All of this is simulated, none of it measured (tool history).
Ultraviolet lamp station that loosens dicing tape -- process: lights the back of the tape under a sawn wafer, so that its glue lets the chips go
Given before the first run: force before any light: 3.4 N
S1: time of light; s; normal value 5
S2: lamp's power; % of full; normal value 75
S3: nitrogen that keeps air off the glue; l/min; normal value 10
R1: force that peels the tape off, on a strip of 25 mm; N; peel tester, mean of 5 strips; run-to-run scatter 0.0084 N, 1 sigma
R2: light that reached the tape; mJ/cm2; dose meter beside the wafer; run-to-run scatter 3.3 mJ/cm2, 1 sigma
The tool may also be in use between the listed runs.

| run | day | S1 | S2 | S3 | R1 | R2 |
|---|---|---|---|---|---|---|
| 1 | 0 | 5 | 75 | 10 | 0.357 | 531 |
| 2 | 1.238 | 5 | 75 | 10 | 0.333 | 529 |
| 3 | 2.129 | 5 | 98 | 10 | 0.187 | 685 |
| 4 | 2.908 | 5 | 75 | 10 | 0.339 | 529 |
| 5 | 3.783 | 5 | 75 | 10 | 0.352 | 525 |
| 6 | 4.733 | 5 | 75 | 10 | 0.342 | 528 |
| 7 | 5.846 | 5 | 75 | 10 | 0.341 | 527 |
| 8 | 7.008 | 5 | 75 | 10 | 0.351 | 527 |
| 9 | 7.904 | 5 | 78 | 10 | 0.319 | 555 |
| 10 | 9.146 | 3 | 78 | 10 | 0.78 | 329 |
| 11 | 10.196 | 3 | 72 | 10 | 0.829 | 307 |
| 12 | 11.021 | 6 | 72 | 10 | 0.27 | 608 |
| 13 | 12.154 | 6 | 72 | 10 | 0.261 | 608 |
| 14 | 13.442 | 6 | 72 | 10 | 0.258 | 603 |

Forecast run 15:
| 15 | 14.088 | 5 | 62 | 18 | ? | ? |

{"run 15": {"R1": 0.392, "R2": 440}}
Without the tool's hidden state the same run would have given R1 0.39 N, R2 441 mJ/cm2.

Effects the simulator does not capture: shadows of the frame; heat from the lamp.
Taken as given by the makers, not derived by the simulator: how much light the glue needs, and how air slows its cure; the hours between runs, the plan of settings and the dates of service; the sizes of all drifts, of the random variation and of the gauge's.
